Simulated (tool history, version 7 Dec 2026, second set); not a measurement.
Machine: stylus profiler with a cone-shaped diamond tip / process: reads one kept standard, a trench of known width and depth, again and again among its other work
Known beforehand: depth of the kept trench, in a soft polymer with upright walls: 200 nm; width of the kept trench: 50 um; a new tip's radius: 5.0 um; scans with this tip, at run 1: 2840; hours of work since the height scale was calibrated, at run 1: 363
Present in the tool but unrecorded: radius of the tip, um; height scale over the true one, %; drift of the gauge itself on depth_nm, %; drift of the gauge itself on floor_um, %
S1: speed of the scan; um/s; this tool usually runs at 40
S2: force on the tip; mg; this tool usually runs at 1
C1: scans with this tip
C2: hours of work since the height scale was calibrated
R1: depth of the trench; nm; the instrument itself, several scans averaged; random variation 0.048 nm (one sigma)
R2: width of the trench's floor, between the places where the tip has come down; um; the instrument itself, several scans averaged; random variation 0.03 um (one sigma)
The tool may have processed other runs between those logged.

run 1 day=0 | S1=40 S2=1 | C1=2840 C2=363 | R1=201.68 R2=46.74
run 2 day=1.1 | S1=14 S2=1 | C1=2957 C2=378 | R1=201.71 R2=47.07
run 3 day=2.3 | S1=14 S2=1 | C1=3083 C2=394 | R1=201.72 R2=47.03
run 4 day=3.458 | S1=14 S2=1 | C1=3205 C2=409 | R1=201.74 R2=46.97
run 5 day=4.079 | S1=41 S2=1 | C1=3270 C2=418 | R1=201.84 R2=46.73
run 6 day=5.292 | S1=41 S2=1 | C1=3398 C2=434 | R1=201.72 R2=46.77
run 7 day=5.946 | S1=40 S2=1 | C1=3467 C2=443 | R1=201.68 R2=46.77
run 8 day=6.9 | S1=40 S2=1 | C1=3568 C2=456 | R1=201.73 R2=46.73
run 9 day=7.858 | S1=40 S2=1 | C1=3668 C2=469 | R1=201.76 R2=46.77
run 10 day=9.108 | S1=40 S2=2.16 | C1=3800 C2=485 | R1=202.81 R2=46.95
run 11 day=9.858 | S1=40 S2=1 | C1=3879 C2=496 | R1=201.82 R2=46.7
run 12 day=10.696 | S1=15 S2=1 | C1=3967 C2=507 | R1=201.82 R2=46.97
run 13 day=11.796 | S1=36 S2=1 | C1=4083 C2=522 | R1=201.79 R2=46.79
run 14 day=12.388 | S1=40 S2=1.71 | C1=4145 C2=530 | R1=202.55 R2=46.79
run 15 day=13.021 | S1=40 S2=1.71 | C1=4212 C2=538 | R1=202.47 R2=46.82
run 16 day=13.792 | S1=40 S2=1.71 | C1=4294 C2=548 | R1=202.5 R2=46.79
run 17 day=14.771 | S1=40 S2=1.71 | C1=4396 C2=562 | R1=202.57 R2=46.85
run 18 day=15.396 | S1=40 S2=0.48 | C1=4462 C2=570 | R1=201.1 R2=46.51
run 19 day=16.058 | S1=40 S2=0.48 | C1=4532 C2=579 | R1=201.07 R2=46.52
run 20 day=16.846 | S1=40 S2=0.48 | C1=4615 C2=590 | R1=201.19 R2=46.53
run 21 day=17.562 | S1=93 S2=2.4 | C1=4691 C2=599 | R1=203.1 R2=46.51
run 22 day=18.129 | S1=95 S2=0.82 | C1=4750 C2=607 | R1=201.56 R2=46.09
run 23 day=19.433 | S1=88 S2=1.08 | C1=4888 C2=624 | R1=201.9 R2=46.23
run 24 day=20.688 | S1=88 S2=1.08 | C1=5020 C2=641 | R1=201.91 R2=46.28
run 25 day=21.625 | S1=22 S2=0.45 | C1=5119 C2=654 | R1=201.18 R2=46.76
run 26 day=22.762 | S1=22 S2=0.45 | C1=5239 C2=669 | R1=201.18 R2=46.77
run 27 day=23.404 | S1=22 S2=0.45 | C1=5306 C2=678 | R1=201.06 R2=46.75
run 28 day=24.425 | S1=68 S2=0.36 | C1=5414 C2=692 | R1=200.98 R2=46.04
run 29 day=25.417 | S1=24 S2=0.66 | C1=5518 C2=705 | R1=201.39 R2=46.78
run 30 day=26.488 | S1=69 S2=0.79 | C1=5631 C2=719 | R1=201.56 R2=46.4
run 31 day=27.533 | S1=69 S2=0.79 | C1=5741 C2=733 | R1=201.57 R2=46.34
run 32 day=28.508 | S1=69 S2=0.79 | C1=5844 C2=746 | R1=201.64 R2=46.34
run 33 day=29.192 | S1=33 S2=2.61 | C1=5916 C2=756 | R1=203.38 R2=46.84
run 34 day=29.758 | S1=11 S2=0.36 | C1=5975 C2=763 | R1=201.03 R2=46.91
run 35 day=30.417 | S1=36 S2=0.37 | C1=6045 C2=772 | R1=201.1 R2=46.57
run 36 day=31.4 | S1=33 S2=0.59 | C1=6148 C2=785 | R1=201.31 R2=46.66
run 37 day=31.95 | S1=21 S2=1.77 | C1=6207 C2=793 | R1=202.61 R2=46.92
run 38 day=32.6 | S1=28 S2=0.73 | C1=6275 C2=802 | R1=201.47 R2=46.71
run 39 day=33.183 | S1=13 S2=0.35 | C1=6337 C2=809 | R1=201.02 R2=46.86
run 40 day=34.412 | S1=13 S2=0.35 | C1=6466 C2=826 | R1=201.03 R2=46.82

For some of the steps in R1 from one run to the next: how much would appear even if the tool had no hidden state, given the settings, what came in and random variation, and how much remains for the hidden state plus any gauge scatter that the measured result and the result without hidden state don't share?
Run 1 -> 2: S1 40 -> 14. R1 +0.03 nm: hidden state +0.01, all else +0.02.
Run 2 -> 3: no setting changed, nothing entered. R1 +0.01 nm: hidden state +0.01, all else +0.
Run 4 -> 5: S1 14 -> 41. R1 +0.1 nm: hidden state +0.01, all else +0.09.
Run 20 -> 21: S1 40 -> 93, S2 0.48 -> 2.4. R1 +1.91 nm: hidden state +0, all else +1.91.
Run 32 -> 33: S1 69 -> 33, S2 0.79 -> 2.61. R1 +1.74 nm: hidden state +0, all else +1.74.
Run 33 -> 34: S1 33 -> 11, S2 2.61 -> 0.36. R1 -2.35 nm: hidden state +0.01, all else -2.36.
